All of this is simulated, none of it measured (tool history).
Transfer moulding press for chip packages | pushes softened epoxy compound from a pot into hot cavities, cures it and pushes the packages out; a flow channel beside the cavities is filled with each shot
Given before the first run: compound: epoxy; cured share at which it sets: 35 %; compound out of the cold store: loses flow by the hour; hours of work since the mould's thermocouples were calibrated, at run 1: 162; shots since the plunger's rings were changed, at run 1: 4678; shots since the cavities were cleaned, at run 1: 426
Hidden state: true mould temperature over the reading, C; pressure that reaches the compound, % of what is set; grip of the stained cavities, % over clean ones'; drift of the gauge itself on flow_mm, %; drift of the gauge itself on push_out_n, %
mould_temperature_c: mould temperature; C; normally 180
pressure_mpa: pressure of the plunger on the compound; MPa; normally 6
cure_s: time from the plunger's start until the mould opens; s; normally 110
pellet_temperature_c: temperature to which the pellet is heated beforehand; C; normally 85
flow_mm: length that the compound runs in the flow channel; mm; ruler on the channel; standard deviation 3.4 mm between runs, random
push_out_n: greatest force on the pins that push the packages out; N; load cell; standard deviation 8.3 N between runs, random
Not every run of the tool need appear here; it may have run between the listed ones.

run   hour  mould_temperature_c  pressure_mpa  cure_s  pellet_temperature_c  hours of work since the mould's thermocouples were calibrated  shots since the plunger's rings were changed  shots since the cavities were cleaned  incoming compound's hours out of the cold store  flow_mm  push_out_n
  1      0                  180             6     110                    85                                                            162                                          4678                                    426                                                9      559         525
       3.1  -- cavities cleaned with cleaning compound and waxed
  2   17.2                  180             6     110                    85                                                            170                                          4792                                    103                                             12.9      541         412
  3   35.2                  180             6     110                    85                                                            178                                          4924                                    235                                             28.8      511         443
  4   43.9                  180             6     110                    77                                                            182                                          4987                                    298                                             43.9      484         460
  5   60.3                  180             6     110                    77                                                            190                                          5107                                    418                                             28.6      505         506
      63.4  -- cavities cleaned with cleaning compound and waxed
  6   71.7                  180             6     110                    77                                                            194                                          5179                                     61                                             26.4      512         409
  7   83.3                  180             6     110                    77                                                            200                                          5264                                    146                                             10.4      548         446
  8     93                  180             6     110                    77                                                            204                                          5335                                    217                                             11.4      541         464
  9  103.8                  187             6     110                    77                                                            209                                          5414                                    296                                             37.6      472         468
 10  113.8                  187             6     110                    77                                                            214                                          5486                                    368                                               46      458         483
     123.8  -- cavities cleaned with cleaning compound and waxed
 11  123.8                  187             6     110                    77                                                            218                                          5549                                      0                                             36.4      476         342
 12  138.8                  187             6     110                    77                                                            225                                          5658                                    109                                             26.1      493         385
     141.8  -- mould's thermocouples calibrated
 13  153.3                  180             6     110                    92                                                              5                                          5750                                    201                                             28.6      494         441
 14  172.8                  180             6     110                    92                                                             14                                          5892                                    343                                             20.6      519         502
     186.7  -- cavities cleaned with cleaning compound and waxed
 15  193.6                  180             6     110                    92                                                             23                                          6033                                     50                                             16.8      514         380
 16  203.4                  180             6     110                    92                                                             28                                          6105                                    122                                             21.6      509         422
     207.2  -- plunger's sealing rings changed
     216.2  -- mould's thermocouples calibrated, once more
 17  216.2                  180             6     110                    92                                                              0                                            51                                    183                                              9.4      602         449
 18  232.4                  180          5.93     110                    83                                                              8                                           168                                    300                                             33.4      548         477
 19  242.2                  185          6.03     133                    88                                                             12                                           240                                    372                                             27.4      547         472
     251.2  -- cavities cleaned with cleaning compound and waxed
 20  254.4                  185          6.03     133                    88                                                             17                                           318                                     23                                             45.4      511         358
 21  274.2                  178          5.07     110                    85                                                             26                                           463                                    168                                             25.6      525         465
 22  292.6                  186          6.79      99                    81                                                             35                                           597                                    302                                             41.5      550         450
 23  305.8                  180             6     128                    94                                                             41                                           693                                    398                                             40.3      534         490
     312.3  -- cavities cleaned with cleaning compound and waxed
 24  316.7                  181          5.61     128                    94                                                             45                                           762                                     32                                             12.5      571         341
 25    334                  184          6.17     103                    77                                                             54                                           889                                    159                                             14.7      582         407
 26  353.8                  184          6.17     103                    77                                                             63                                          1034                                    304                                             36.8      530         456
 27  365.6                  180             6     110                    82                                                             68                                          1119                                    389                                             12.2      595         516

Measured less the same run without the tool's hidden state. The same run-to-run variation is in both; the gauge's scatter may not be:
run  flow_mm  push_out_n
  1      -57        +165
  2      -57         +46
  3      -55         +91
  4      -52        +112
  5      -56        +150
  6      -58         +41
  7      -63         +75
  8      -63         +98
  9      -56        +118
 10      -56        +140
 11      -58          +2
 12      -61         +47
 13      -63         +81
 14      -68        +130
 15      -71         +19
 16      -71         +49
 17       -1         +74
 18       -2        +114
 19       -3        +128
 20       -3         +12
 21       -6         +75
 22       -6        +111
 23       -8        +143
 24       -9         +12
 25      -10         +63
 26      -11        +113
 27      -13        +147

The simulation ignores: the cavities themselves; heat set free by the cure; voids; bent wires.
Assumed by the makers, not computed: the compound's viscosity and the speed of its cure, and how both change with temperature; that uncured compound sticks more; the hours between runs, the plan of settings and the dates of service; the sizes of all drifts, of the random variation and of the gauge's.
